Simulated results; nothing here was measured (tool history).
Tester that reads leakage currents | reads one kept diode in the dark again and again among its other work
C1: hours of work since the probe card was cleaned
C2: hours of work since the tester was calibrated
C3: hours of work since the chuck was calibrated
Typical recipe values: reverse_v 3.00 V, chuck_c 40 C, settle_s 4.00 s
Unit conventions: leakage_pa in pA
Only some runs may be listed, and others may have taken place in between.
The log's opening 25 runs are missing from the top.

Run 26, day 121.667: usual settings but settle_s 0.64 s; C1 2623; C2 2786; C3 642. Result: leakage_pa 369.28 pA.
Run 27, day 125.333: usual settings but reverse_v 1.11 V, settle_s 9.50 s; C1 2677; C2 2841; C3 697. Result: leakage_pa 269.58 pA.
At day 126.292: tester calibrated.
At day 128.392: chuck's temperature calibrated.
Run 28, day 128.575: usual settings but reverse_v 1.11 V, settle_s 9.50 s; C1 2724; C2 33; C3 3. Result: leakage_pa 292.80 pA.
Run 29, day 131.612: usual settings but reverse_v 1.11 V, chuck_c 47 C, settle_s 5.05 s; C1 2769; C2 79; C3 48. Result: leakage_pa 478.35 pA.
Run 30, day 137.917: usual settings but chuck_c 39 C; C1 2864; C2 173; C3 143. Result: leakage_pa 361.07 pA.
Run 31, day 143.104: usual settings but chuck_c 39 C; C1 2941; C2 251; C3 221. Result: leakage_pa 356.62 pA.
At day 145.354: probe card cleaned and baked.
Run 32, day 148.396: usual settings but chuck_c 37 C, settle_s 1.03 s; C1 46; C2 328; C3 298. Result: leakage_pa 302.55 pA.
Run 33, day 152.396: usual settings but reverse_v 1.21 V, chuck_c 37 C, settle_s 1.03 s; C1 106; C2 388; C3 358. Result: leakage_pa 226.86 pA.
Run 34, day 156.179: usual settings but reverse_v 1.18 V, chuck_c 21 C, settle_s 9.80 s; C1 162; C2 445; C3 415. Result: leakage_pa 63.55 pA.
Run 35, day 160.412: usual settings but reverse_v 15.36 V, chuck_c 43 C, settle_s 0.60 s; C1 226; C2 508; C3 478. Result: leakage_pa 750.61 pA.
Run 36, day 165.067: usual settings but reverse_v 15.36 V, chuck_c 43 C, settle_s 0.60 s; C1 295; C2 578; C3 548. Result: leakage_pa 743.63 pA.

Branching from run 36: 4 alternative next runs. What would each branch give?
Run A, day 169.142: usual settings but reverse_v 2.77 V; C1 357; C2 639; C3 609. Result: leakage_pa ?.
Run B, day 169.142: usual settings but reverse_v 1.88 V; C1 357; C2 639; C3 609. Result: leakage_pa ?.
Run C, day 169.142: usual settings but reverse_v 11.41 V; C1 357; C2 639; C3 609. Result: leakage_pa ?.
Run D, day 169.142: usual settings but reverse_v 2.83 V, chuck_c 30 C, settle_s 3.45 s; C1 357; C2 639; C3 609. Result: leakage_pa ?.

run  leakage_pa
  A      348.79
  B      307.55
  C      535.87
  D      163.90
Take away the tool's hidden state, keep each run's random variation, and the runs would have read:
run  leakage_pa
  A      390.48
  B      344.39
  C      599.01
  D      184.77
